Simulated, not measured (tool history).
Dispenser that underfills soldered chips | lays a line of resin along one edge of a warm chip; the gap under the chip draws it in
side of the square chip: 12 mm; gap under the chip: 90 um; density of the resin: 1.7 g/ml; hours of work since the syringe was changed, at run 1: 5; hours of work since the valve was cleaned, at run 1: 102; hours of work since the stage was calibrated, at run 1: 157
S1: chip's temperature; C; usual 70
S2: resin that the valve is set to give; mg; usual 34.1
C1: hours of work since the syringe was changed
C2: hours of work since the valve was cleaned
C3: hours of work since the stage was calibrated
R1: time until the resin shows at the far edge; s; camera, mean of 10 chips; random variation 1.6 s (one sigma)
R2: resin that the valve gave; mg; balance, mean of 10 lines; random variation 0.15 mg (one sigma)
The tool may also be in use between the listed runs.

run 1 hour=0 | S1=70 S2=34.1 | C1=5 C2=102 C3=157 | R1=186.9 R2=32.92
-- hour=3.7 new syringe of resin
run 2 hour=12.6 | S1=70 S2=34.1 | C1=7 C2=111 C3=166 | R1=186.9 R2=32.73
-- hour=13.8 new syringe of resin
run 3 hour=21.5 | S1=70 S2=34.1 | C1=6 C2=117 C3=172 | R1=185.2 R2=32.41
-- hour=23.7 new syringe of resin
-- hour=27.4 dispensing valve cleaned and set on the balance
run 4 hour=28.9 | S1=70 S2=34.1 | C1=3 C2=1 C3=177 | R1=167.5 R2=33.99
-- hour=34.6 new syringe of resin
run 5 hour=40.3 | S1=70 S2=34.1 | C1=4 C2=9 C3=185 | R1=172.8 R2=33.87
-- hour=44.2 new syringe of resin
run 6 hour=48.2 | S1=69 S2=40.4 | C1=3 C2=15 C3=191 | R1=170 R2=39.94
-- hour=53.8 new syringe of resin
run 7 hour=59.3 | S1=72 S2=40.5 | C1=4 C2=23 C3=199 | R1=159 R2=40.15
-- hour=63.4 new syringe of resin
run 8 hour=68.8 | S1=72 S2=40.5 | C1=4 C2=30 C3=205 | R1=161 R2=39.94
-- hour=73.2 new syringe of resin
run 9 hour=81.8 | S1=81 S2=42.6 | C1=6 C2=39 C3=215 | R1=125.1 R2=42.16
-- hour=83.3 new syringe of resin
-- hour=93.2 new syringe of resin
run 10 hour=94.7 | S1=83 S2=43 | C1=1 C2=48 C3=224 | R1=98.4 R2=41.61

How the hidden state differs across the entries between the runs, from the last listed run before each to the first after it:
Between runs 1 and 2: new syringe of resin (hour 3.7)
  resin's viscosity, % of fresh resin's: 118.2 -> 124.8; dose that the valve gives, % of what is set: 96.16 -> 95.82; true chip temperature over the reading, C: 0.31 -> 0.34
  measured less the result without the state, R1: +28 -> +36.3 s; R2: -1.32 -> -1.42 mg
Between runs 2 and 3: new syringe of resin (hour 13.8)
  resin's viscosity, % of fresh resin's: 124.8 -> 121.9; dose that the valve gives, % of what is set: 95.82 -> 95.58; true chip temperature over the reading, C: 0.34 -> 0.36
  measured less the result without the state, R1: +36.3 -> +32.5 s; R2: -1.42 -> -1.5 mg
Between runs 3 and 4: new syringe of resin (hour 23.7); dispensing valve cleaned and set on the balance (hour 27.4)
  resin's viscosity, % of fresh resin's: 121.9 -> 110.4; dose that the valve gives, % of what is set: 95.58 -> 99.69; true chip temperature over the reading, C: 0.36 -> 0.38
  measured less the result without the state, R1: +32.5 -> +13.8 s; R2: -1.5 -> -0.11 mg
Between runs 4 and 5: new syringe of resin (hour 34.6)
  resin's viscosity, % of fresh resin's: 110.4 -> 114.7; dose that the valve gives, % of what is set: 99.69 -> 99.34; true chip temperature over the reading, C: 0.38 -> 0.4
  measured less the result without the state, R1: +13.8 -> +20 s; R2: -0.11 -> -0.23 mg
Between runs 5 and 6: new syringe of resin (hour 44.2)
  resin's viscosity, % of fresh resin's: 114.7 -> 110.5; dose that the valve gives, % of what is set: 99.34 -> 99.14; true chip temperature over the reading, C: 0.4 -> 0.42
  measured less the result without the state, R1: +20 -> +13.8 s; R2: -0.23 -> -0.35 mg
Between runs 6 and 7: new syringe of resin (hour 53.8)
  resin's viscosity, % of fresh resin's: 110.5 -> 115.1; dose that the valve gives, % of what is set: 99.14 -> 98.83; true chip temperature over the reading, C: 0.42 -> 0.45
  measured less the result without the state, R1: +13.8 -> +18.7 s; R2: -0.35 -> -0.47 mg
Between runs 7 and 8: new syringe of resin (hour 63.4)
  resin's viscosity, % of fresh resin's: 115.1 -> 116.7; dose that the valve gives, % of what is set: 98.83 -> 98.56; true chip temperature over the reading, C: 0.45 -> 0.48
  measured less the result without the state, R1: +18.7 -> +20.8 s; R2: -0.47 -> -0.58 mg
Between runs 8 and 9: new syringe of resin (hour 73.2)
  resin's viscosity, % of fresh resin's: 116.7 -> 126.1; dose that the valve gives, % of what is set: 98.56 -> 98.18; true chip temperature over the reading, C: 0.48 -> 0.51
  measured less the result without the state, R1: +20.8 -> +24.3 s; R2: -0.58 -> -0.78 mg
Between runs 9 and 10: new syringe of resin (hour 83.3); new syringe of resin (hour 93.2)
  resin's viscosity, % of fresh resin's: 126.1 -> 103.8; dose that the valve gives, % of what is set: 98.18 -> 97.82; true chip temperature over the reading, C: 0.51 -> 0.55
  measured less the result without the state, R1: +24.3 -> +2 s; R2: -0.78 -> -0.93 mg
